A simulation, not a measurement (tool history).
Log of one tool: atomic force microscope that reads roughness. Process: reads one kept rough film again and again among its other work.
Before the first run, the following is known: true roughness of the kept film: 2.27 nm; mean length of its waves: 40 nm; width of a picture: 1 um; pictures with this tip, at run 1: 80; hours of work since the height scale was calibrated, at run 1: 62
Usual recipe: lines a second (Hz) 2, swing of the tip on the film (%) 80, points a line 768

run	hour	lines a second (Hz)	swing of the tip on the film (%)	points a line	pictures with this tip	hours of work since the height scale was calibrated	roughness of the kept film (nm (root mean square))
1	0	2	80	768	80	62	1.795
# hour 13.6: new tip fitted
2	16.8	2	80	768	5	73	1.802
3	40.6	2	80	338	47	88	1.784
4	60.7	2	80	768	82	100	1.784
# hour 74.9: new tip fitted
5	82.5	2	76	768	13	114	1.847
6	104.8	2	80	768	52	128	1.785
7	131.5	2	80	768	99	145	1.793
# hour 134.2: new tip fitted
8	154.8	2	80	768	36	159	1.794
9	175.2	2	80	768	72	172	1.787
# hour 193.6: new tip fitted
10	203.2	2	57	768	17	189	2.065
11	218	2	87	768	43	198	1.672
12	234	2	87	768	71	208	1.681
# hour 252.8: new tip fitted
13	254.1	2	87	768	2	221	1.675
14	266.5	2	87	768	24	229	1.677
15	287.6	2	58	768	61	242	2.053
16	310.3	2	80	768	101	256	1.795
# hour 312.4: new tip fitted
17	331.6	2	80	768	34	269	1.81
18	358.4	2	80	768	81	286	1.797
# hour 373: new tip fitted
19	383.9	2	80	768	19	302	1.798
20	404.6	2	80	768	56	315	1.787
# hour 432.1: new tip fitted
21	432.3	2	81	768	0	332	1.787
22	452.6	2	81	768	36	345	1.755
23	470.5	2	81	768	67	356	1.772
# hour 491.3: new tip fitted
24	495.4	2.76	84	795	7	371	1.611
25	507.9	2.76	84	795	29	379	1.625
26	525.4	2.76	61	795	60	390	1.997
27	548.9	0.81	61	931	101	405	2.093
# hour 551.8: new tip fitted
28	562.7	2.46	61	768	19	414	2.018
29	584.5	2.46	61	768	57	427	2
30	596.8	3.39	74	768	79	435	1.726
# hour 612: new tip fitted
31	623.2	2.03	77	567	19	451	1.816
32	646	2.03	77	567	59	466	1.846
# hour 671.8: new tip fitted
33	673.1	2.03	77	567	2	482	1.849
34	696.1	1.48	58	773	42	497	2.103
35	707.9	1.48	58	773	63	504	2.091
# hour 731.7: new tip fitted
36	731.7	0.57	80	499	0	519	2.04
37	750.1	0.57	80	499	33	531	2.056
38	769.9	0.57	80	718	67	543	2.043
# hour 792.5: new tip fitted
39	798.2	2.91	63	521	10	561	1.947
40	815.9	2.91	63	328	41	572	1.938
41	835.5	2.91	63	328	76	584	1.94
# hour 851.9: new tip fitted
42	854.7	2.91	75	278	4	596	1.743
43	871.5	2.52	68	278	34	606	1.902
44	887.5	0.57	68	540	62	616	2.105
45	901.8	0.57	68	540	87	626	2.126

Each row is a separate what-if for the run after 45, all from the same tool condition, not one after another. Results?
# hour 911.4: new tip fitted
A	914.3	0.86	87	327	5	633	?
# hour 911.4: new tip fitted
B	914.3	1.8	87	556	5	633	?
# hour 911.4: new tip fitted
C	914.3	2	68	616	5	633	?

run	roughness of the kept film (nm (root mean square))
A	1.924
B	1.719
C	1.965
Take away the tool's hidden state, keep each run's random variation, and the runs would have read:
run	roughness of the kept film (nm (root mean square))
A	1.925
B	1.72
C	1.966
